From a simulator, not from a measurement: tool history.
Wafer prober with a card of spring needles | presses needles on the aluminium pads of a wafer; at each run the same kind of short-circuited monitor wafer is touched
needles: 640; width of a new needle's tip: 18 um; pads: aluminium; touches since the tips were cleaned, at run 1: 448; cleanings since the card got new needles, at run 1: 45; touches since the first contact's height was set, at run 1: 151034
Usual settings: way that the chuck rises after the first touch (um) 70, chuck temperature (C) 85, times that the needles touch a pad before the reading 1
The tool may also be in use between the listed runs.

run   hour  way that the chuck rises after the first touch (um)  chuck temperature (C)  times that the needles touch a pad before the reading  touches since the tips were cleaned  cleanings since the card got new needles  touches since the first contact's height was set  resistance of one needle with its contact and lead (mohm)  way that a needle slides on the pad (um)
  1    0.0                                                   70                     85                                                      1                                  448                                        45                                            151034                                                        232                                     12.70
       4.1  -- tips cleaned on abrasive film
       9.2  -- tips cleaned on abrasive film
      14.3  -- tips cleaned on abrasive film
  2   17.8                                                   70                     85                                                      1                                 2400                                        48                                            163189                                                        229                                     12.73
      18.9  -- tips cleaned on abrasive film
      23.0  -- tips cleaned on abrasive film
      28.1  -- tips cleaned on abrasive film
      33.2  -- tips cleaned on abrasive film
  3   35.3                                                   70                     85                                                      1                                 1426                                        52                                            175066                                                        225                                     12.73
      37.4  -- tips cleaned on abrasive film
      41.7  -- height of the first contact set anew
      42.8  -- tips cleaned on abrasive film
      46.9  -- tips cleaned on abrasive film
  4   48.1                                                   70                     80                                                      1                                  849                                        55                                              4334                                                        225                                     12.84
      51.2  -- tips cleaned on abrasive film
      56.3  -- tips cleaned on abrasive film
      60.4  -- tips cleaned on abrasive film
      65.5  -- tips cleaned on abrasive film
      70.6  -- tips cleaned on abrasive film
  5   71.4                                                   70                     80                                                      1                                  543                                        60                                             20210                                                        226                                     12.75
      75.5  -- tips cleaned on abrasive film
      80.6  -- tips cleaned on abrasive film
      84.8  -- tips cleaned on abrasive film
      89.9  -- tips cleaned on abrasive film
  6   93.2                                                   58                     80                                                      1                                 2302                                        64                                             35055                                                        238                                     10.63
      94.3  -- tips cleaned on abrasive film
      98.4  -- tips cleaned on abrasive film
     103.5  -- tips cleaned on abrasive film
     108.6  -- tips cleaned on abrasive film
     113.7  -- tips cleaned on abrasive film
  7  117.0                                                   58                     80                                                      1                                 2298                                        69                                             51289                                                        233                                     10.62
     118.1  -- tips cleaned on abrasive film
     123.2  -- tips cleaned on abrasive film
     128.3  -- tips cleaned on abrasive film
     133.5  -- tips cleaned on abrasive film
     138.6  -- tips cleaned on abrasive film
  8  141.3                                                   70                     85                                                      1                                 1907                                        74                                             67826                                                        232                                     12.78
     143.4  -- tips cleaned on abrasive film
     148.5  -- tips cleaned on abrasive film
     153.6  -- tips cleaned on abrasive film
     158.7  -- tips cleaned on abrasive film
  9  162.5                                                   70                     85                                                      1                                 2586                                        78                                             82259                                                        229                                     12.79
     163.6  -- tips cleaned on abrasive film
     167.7  -- tips cleaned on abrasive film
     172.8  -- tips cleaned on abrasive film
 10  176.7                                                   70                     85                                                      1                                 2756                                        81                                             91983                                                        232                                     12.83
     177.8  -- tips cleaned on abrasive film
     183.0  -- tips cleaned on abrasive film
     187.1  -- tips cleaned on abrasive film
     192.2  -- tips cleaned on abrasive film
     197.3  -- tips cleaned on abrasive film
 11  200.3                                                   70                     85                                                      3                                 2097                                        86                                            108016                                                        228                                     12.85
     202.4  -- tips cleaned on abrasive film
     207.5  -- tips cleaned on abrasive film
     212.6  -- tips cleaned on abrasive film
     217.7  -- tips cleaned on abrasive film
     222.6  -- tips cleaned on abrasive film
 12  222.6                                                   70                     85                                                      1                                    0                                        91                                            123195                                                        226                                     12.93
     226.7  -- tips cleaned on abrasive film
     231.8  -- tips cleaned on abrasive film
     236.0  -- tips cleaned on abrasive film
     241.1  -- tips cleaned on abrasive film
 13  243.0                                                   70                     85                                                      1                                 1354                                        95                                            137092                                                        231                                     12.94
     246.1  -- tips cleaned on abrasive film
     251.2  -- tips cleaned on abrasive film
     256.1  -- tips cleaned on abrasive film
 14  256.1                                                   70                     85                                                      1                                    0                                        98                                            145951                                                        229                                     12.93
     261.2  -- tips cleaned on abrasive film
     265.3  -- tips cleaned on abrasive film
     270.4  -- tips cleaned on abrasive film
 15  273.4                                                   70                     30                                                      2                                 2067                                       101                                            157773                                                        214                                     12.85
     275.5  -- tips cleaned on abrasive film
     280.6  -- tips cleaned on abrasive film
     285.7  -- tips cleaned on abrasive film
     289.8  -- tips cleaned on abrasive film
     294.9  -- tips cleaned on abrasive film
 16  297.8                                                   50                     32                                                      3                                 1988                                       106                                            174394                                                        222                                      9.31
     299.9  -- tips cleaned on abrasive film
     305.0  -- tips cleaned on abrasive film
     305.3  -- height of the first contact set anew
     310.4  -- tips cleaned on abrasive film
     314.5  -- tips cleaned on abrasive film
 17  317.4                                                   50                     66                                                      2                                 2025                                       110                                              8296                                                        231                                      9.17
     319.5  -- tips cleaned on abrasive film
     324.6  -- tips cleaned on abrasive film
     329.7  -- tips cleaned on abrasive film
     333.8  -- tips cleaned on abrasive film
     338.9  -- tips cleaned on abrasive film
 18  342.3                                                   86                     85                                                      1                                 2366                                       115                                             25295                                                        225                                     15.94
     343.4  -- tips cleaned on abrasive film
     347.6  -- tips cleaned on abrasive film
     352.7  -- tips cleaned on abrasive film
     357.8  -- tips cleaned on abrasive film
     362.9  -- tips cleaned on abrasive film
 19  363.2                                                   57                    121                                                      2                                  206                                       120                                             39437                                                        243                                     10.60
     367.3  -- tips cleaned on abrasive film
     372.4  -- tips cleaned on abrasive film
     377.5  -- tips cleaned on abrasive film
     382.6  -- tips cleaned on abrasive film
 20  383.9                                                   90                     85                                                      1                                  919                                       124                                             53596                                                        226                                     16.80

Forecast run 21:
     387.0  -- tips cleaned on abrasive film
     392.2  -- tips cleaned on abrasive film
     396.3  -- tips cleaned on abrasive film
     401.4  -- tips cleaned on abrasive film
 21  402.7                                                   70                     85                                                      2                                  929                                       128                                             66369                                                          ?                                         ?

resistance of one needle with its contact and lead (mohm): 233
way that a needle slides on the pad (um): 12.95
Without the tool's hidden state the same run would have given resistance of one needle with its contact and lead (mohm) 233, way that a needle slides on the pad (um) 12.73.
